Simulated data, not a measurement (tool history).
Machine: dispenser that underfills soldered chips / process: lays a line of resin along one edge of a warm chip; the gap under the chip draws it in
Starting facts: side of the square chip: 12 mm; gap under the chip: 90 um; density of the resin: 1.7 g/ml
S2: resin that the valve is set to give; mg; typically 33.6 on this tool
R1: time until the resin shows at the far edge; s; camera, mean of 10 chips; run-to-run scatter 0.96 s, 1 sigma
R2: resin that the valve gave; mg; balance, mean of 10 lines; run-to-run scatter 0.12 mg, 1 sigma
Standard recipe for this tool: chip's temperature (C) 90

Run 1, hour 0.0: usual settings. Result: R1 101.6 s, R2 33.22 mg.
Run 2, hour 3.3: usual settings. Result: R1 111.0 s, R2 32.94 mg.
Run 3, hour 7.0: usual settings. Result: R1 123.2 s, R2 33.10 mg.
Run 4, hour 9.6: usual settings. Result: R1 132.5 s, R2 32.89 mg.
Run 5, hour 13.1: usual settings. Result: R1 143.5 s, R2 32.81 mg.
At hour 15.7: new syringe of resin.
Run 6, hour 18.0: usual settings but chip's temperature (C) 99. Result: R1 71.4 s, R2 32.89 mg.
Run 7, hour 21.9: usual settings but chip's temperature (C) 99. Result: R1 79.6 s, R2 33.02 mg.
Run 8, hour 24.1: usual settings but chip's temperature (C) 99. Result: R1 85.6 s, R2 32.68 mg.
Run 9, hour 26.2: usual settings. Result: R1 124.7 s, R2 32.90 mg.
Run 10, hour 30.7: usual settings but chip's temperature (C) 97, S2 37.6 mg. Result: R1 106.9 s, R2 36.83 mg.
Run 11, hour 33.5: usual settings but chip's temperature (C) 97, S2 37.6 mg. Result: R1 116.5 s, R2 36.85 mg.
At hour 34.9: dispensing valve cleaned and set on the balance.
At hour 35.6: new syringe of resin.
Run 12, hour 37.0: usual settings but chip's temperature (C) 97, S2 37.6 mg. Result: R1 72.2 s, R2 37.58 mg.

Run 13 has not been measured yet. What should we expect?
Run 13, hour 40.3: usual settings but chip's temperature (C) 97, S2 37.6 mg. Result: R1 ?, R2 ?.

R1: 77.5 s
R2: 37.59 mg
Minus the tool's unlogged condition, the same run would have read R1 69.3 s, R2 37.69 mg.
